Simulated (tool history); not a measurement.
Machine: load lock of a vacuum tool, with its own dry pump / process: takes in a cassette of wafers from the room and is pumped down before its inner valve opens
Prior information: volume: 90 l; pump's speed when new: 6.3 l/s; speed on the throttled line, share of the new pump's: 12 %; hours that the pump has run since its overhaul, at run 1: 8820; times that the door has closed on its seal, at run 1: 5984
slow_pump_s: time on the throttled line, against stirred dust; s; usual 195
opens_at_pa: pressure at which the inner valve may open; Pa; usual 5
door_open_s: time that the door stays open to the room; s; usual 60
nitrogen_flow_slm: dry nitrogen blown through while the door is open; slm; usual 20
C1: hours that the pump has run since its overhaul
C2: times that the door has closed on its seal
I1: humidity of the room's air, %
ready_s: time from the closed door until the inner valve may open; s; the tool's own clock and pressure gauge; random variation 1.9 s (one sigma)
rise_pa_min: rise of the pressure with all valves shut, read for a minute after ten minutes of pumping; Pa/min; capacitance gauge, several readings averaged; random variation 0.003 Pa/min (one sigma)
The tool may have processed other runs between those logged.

run 1 day=0 | slow_pump_s=195 opens_at_pa=5 door_open_s=60 nitrogen_flow_slm=20 | C1=8820 C2=5984 | I1=44.6 | ready_s=328.6 rise_pa_min=0.031
run 2 day=3.546 | slow_pump_s=195 opens_at_pa=5 door_open_s=60 nitrogen_flow_slm=20 | C1=8905 C2=6243 | I1=45.6 | ready_s=324.1 rise_pa_min=0.038
run 3 day=7.162 | slow_pump_s=195 opens_at_pa=5 door_open_s=60 nitrogen_flow_slm=20 | C1=8992 C2=6507 | I1=43.7 | ready_s=330.7 rise_pa_min=0.038
run 4 day=10.104 | slow_pump_s=195 opens_at_pa=9 door_open_s=60 nitrogen_flow_slm=20 | C1=9062 C2=6721 | I1=44.7 | ready_s=318.2 rise_pa_min=0.043
run 5 day=14.008 | slow_pump_s=195 opens_at_pa=9 door_open_s=60 nitrogen_flow_slm=20 | C1=9156 C2=7006 | I1=44.2 | ready_s=318 rise_pa_min=0.042
run 6 day=16.779 | slow_pump_s=195 opens_at_pa=5 door_open_s=60 nitrogen_flow_slm=20 | C1=9222 C2=7208 | I1=43.2 | ready_s=328.3 rise_pa_min=0.041
run 7 day=20.154 | slow_pump_s=195 opens_at_pa=5 door_open_s=60 nitrogen_flow_slm=20 | C1=9303 C2=7454 | I1=44.3 | ready_s=329.8 rise_pa_min=0.043
run 8 day=23.846 | slow_pump_s=195 opens_at_pa=5 door_open_s=60 nitrogen_flow_slm=20 | C1=9392 C2=7724 | I1=45.2 | ready_s=332 rise_pa_min=0.044
run 9 day=27.321 | slow_pump_s=195 opens_at_pa=5 door_open_s=60 nitrogen_flow_slm=20 | C1=9475 C2=7977 | I1=45.3 | ready_s=330 rise_pa_min=0.044
run 10 day=29.479 | slow_pump_s=195 opens_at_pa=5 door_open_s=60 nitrogen_flow_slm=20 | C1=9527 C2=8134 | I1=43.1 | ready_s=328.5 rise_pa_min=0.048
run 11 day=33.992 | slow_pump_s=126 opens_at_pa=4 door_open_s=128 nitrogen_flow_slm=20 | C1=9636 C2=8463 | I1=46.1 | ready_s=273.4 rise_pa_min=0.055
run 12 day=37.996 | slow_pump_s=126 opens_at_pa=4 door_open_s=128 nitrogen_flow_slm=20 | C1=9732 C2=8755 | I1=45.1 | ready_s=277.9 rise_pa_min=0.064
run 13 day=40.812 | slow_pump_s=283 opens_at_pa=4 door_open_s=129 nitrogen_flow_slm=8 | C1=9799 C2=8961 | I1=44.4 | ready_s=409 rise_pa_min=0.083
run 14 day=45.171 | slow_pump_s=283 opens_at_pa=6 door_open_s=59 nitrogen_flow_slm=12 | C1=9904 C2=9279 | I1=51 | ready_s=399.3 rise_pa_min=0.056
run 15 day=47.812 | slow_pump_s=283 opens_at_pa=6 door_open_s=59 nitrogen_flow_slm=12 | C1=9967 C2=9471 | I1=44.2 | ready_s=403.7 rise_pa_min=0.054
run 16 day=52.567 | slow_pump_s=236 opens_at_pa=6 door_open_s=67 nitrogen_flow_slm=5 | C1=10081 C2=9818 | I1=45.1 | ready_s=361.6 rise_pa_min=0.075
run 17 day=57.062 | slow_pump_s=236 opens_at_pa=6 door_open_s=67 nitrogen_flow_slm=5 | C1=10189 C2=10146 | I1=45.6 | ready_s=366.2 rise_pa_min=0.074
run 18 day=60.483 | slow_pump_s=177 opens_at_pa=6 door_open_s=31 nitrogen_flow_slm=17 | C1=10271 C2=10395 | I1=44.7 | ready_s=316 rise_pa_min=0.049
run 19 day=62.896 | slow_pump_s=384 opens_at_pa=6 door_open_s=66 nitrogen_flow_slm=17 | C1=10329 C2=10571 | I1=43.5 | ready_s=492.2 rise_pa_min=0.058

Branching from run 19: 3 alternative next runs. What would each branch give?
run A day=65.138 | slow_pump_s=195 opens_at_pa=5 door_open_s=60 nitrogen_flow_slm=20 | C1=10383 C2=10735 | I1=41.8 | ready_s=? rise_pa_min=?
run B day=65.138 | slow_pump_s=110 opens_at_pa=6 door_open_s=140 nitrogen_flow_slm=17 | C1=10383 C2=10735 | I1=47.4 | ready_s=? rise_pa_min=?
run C day=65.138 | slow_pump_s=148 opens_at_pa=5 door_open_s=139 nitrogen_flow_slm=20 | C1=10383 C2=10735 | I1=43.9 | ready_s=? rise_pa_min=?

run=A ready_s=334.5 rise_pa_min=0.057
run=B ready_s=255 rise_pa_min=0.076
run=C ready_s=291.9 rise_pa_min=0.077
Stripped of hidden state, with their random variation kept, the same runs would have yielded:
run=A ready_s=318.7 rise_pa_min=0.017
run=B ready_s=238.1 rise_pa_min=0.036
run=C ready_s=275.2 rise_pa_min=0.037
